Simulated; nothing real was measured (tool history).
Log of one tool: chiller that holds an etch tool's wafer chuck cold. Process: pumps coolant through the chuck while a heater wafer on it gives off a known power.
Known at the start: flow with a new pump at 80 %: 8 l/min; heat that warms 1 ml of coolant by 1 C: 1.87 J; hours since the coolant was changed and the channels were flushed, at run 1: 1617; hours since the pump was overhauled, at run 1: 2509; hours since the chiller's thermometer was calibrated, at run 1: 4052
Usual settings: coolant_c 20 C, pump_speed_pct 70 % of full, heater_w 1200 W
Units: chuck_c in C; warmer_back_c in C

| run | hour | coolant_c | pump_speed_pct | heater_w | hours since the coolant was changed and the channels were flushed | hours since the pump was overhauled | hours since the chiller's thermometer was calibrated | chuck_c | warmer_back_c |
|---|---|---|---|---|---|---|---|---|---|
| 1 | 0.0 | 20 | 70 | 1200 | 1617 | 2509 | 4052 | 31.0 | 5.57 |
| 2 | 68.4 | 20 | 70 | 1200 | 1685 | 2578 | 4120 | 31.1 | 5.58 |
| 3 | 134.6 | 20 | 99 | 1200 | 1751 | 2644 | 4186 | 28.6 | 3.84 |
| 4 | 218.4 | 27 | 70 | 1200 | 1835 | 2728 | 4270 | 38.3 | 5.60 |
| 5 | 305.7 | 27 | 70 | 1200 | 1922 | 2815 | 4357 | 38.1 | 5.55 |
| 6 | 379.7 | 20 | 70 | 1093 | 1996 | 2889 | 4431 | 30.1 | 5.12 |
| 7 | 461.9 | 20 | 70 | 1093 | 2079 | 2971 | 4513 | 30.1 | 5.03 |
| 8 | 523.4 | 20 | 70 | 1093 | 2140 | 3033 | 4575 | 30.0 | 5.07 |
| 9 | 582.8 | 20 | 70 | 812 | 2200 | 3092 | 4634 | 27.4 | 3.79 |
| 10 | 663.5 | 20 | 68 | 812 | 2280 | 3173 | 4715 | 27.8 | 3.86 |
| 11 | 739.3 | 19 | 70 | 1200 | 2356 | 3249 | 4791 | 30.1 | 5.58 |
| 12 | 816.3 | 19 | 70 | 1200 | 2433 | 3326 | 4868 | 30.2 | 5.57 |
| 13 | 887.8 | 19 | 70 | 1200 | 2505 | 3397 | 4939 | 30.3 | 5.58 |
| 14 | 939.5 | 20 | 70 | 1200 | 2556 | 3449 | 4991 | 31.1 | 5.60 |
| 15 | 1013.4 | 20 | 70 | 1200 | 2630 | 3523 | 5065 | 31.2 | 5.62 |
| 16 | 1108.1 | 20 | 70 | 883 | 2725 | 3617 | 5160 | 28.1 | 4.12 |
|  | 1156.1 | chiller's thermometer calibrated |
| 17 | 1181.6 | 21 | 70 | 1225 | 2797 | 3690 | 25 | 32.2 | 5.66 |
| 18 | 1263.8 | 12 | 76 | 1200 | 2880 | 3772 | 108 | 22.5 | 5.10 |
| 19 | 1318.5 | 18 | 70 | 1200 | 2934 | 3827 | 162 | 29.2 | 5.52 |
| 20 | 1384.3 | 18 | 70 | 1200 | 3000 | 3893 | 228 | 29.0 | 5.61 |
| 21 | 1467.3 | 18 | 70 | 1200 | 3083 | 3976 | 311 | 29.2 | 5.56 |
| 22 | 1510.3 | 17 | 70 | 1373 | 3126 | 4019 | 354 | 29.6 | 6.35 |
| 23 | 1610.5 | 21 | 70 | 1373 | 3226 | 4119 | 454 | 33.7 | 6.43 |
| 24 | 1678.7 | 11 | 70 | 1787 | 3294 | 4187 | 523 | 27.6 | 8.31 |
| 25 | 1745.5 | 11 | 70 | 1787 | 3361 | 4254 | 589 | 27.6 | 8.34 |
| 26 | 1844.6 | 11 | 70 | 1787 | 3460 | 4353 | 688 | 27.5 | 8.34 |
| 27 | 1948.6 | 30 | 70 | 1124 | 3564 | 4457 | 793 | 40.7 | 5.26 |
| 28 | 2033.6 | 14 | 70 | 1571 | 3649 | 4542 | 878 | 28.7 | 7.33 |
| 29 | 2116.9 | 16 | 62 | 1192 | 3733 | 4625 | 961 | 28.0 | 6.34 |
| 30 | 2177.2 | 23 | 69 | 1200 | 3793 | 4686 | 1021 | 34.1 | 5.66 |
|  | 2204.4 | coolant changed, channels flushed |
| 31 | 2258.2 | 21 | 69 | 643 | 54 | 4760 | 1096 | 27.0 | 3.04 |

How the hidden state differs across the entries between the runs, from the last listed run before each to the first after it:
Between runs 16 and 17: chiller's thermometer calibrated (hour 1156.1)
  coolant's true temperature over the reading, C: -0.02 -> 0
Between runs 30 and 31: coolant changed, channels flushed (hour 2204.4)
  heat passed by the chuck's channels, % of clean ones': 99.7 -> 100
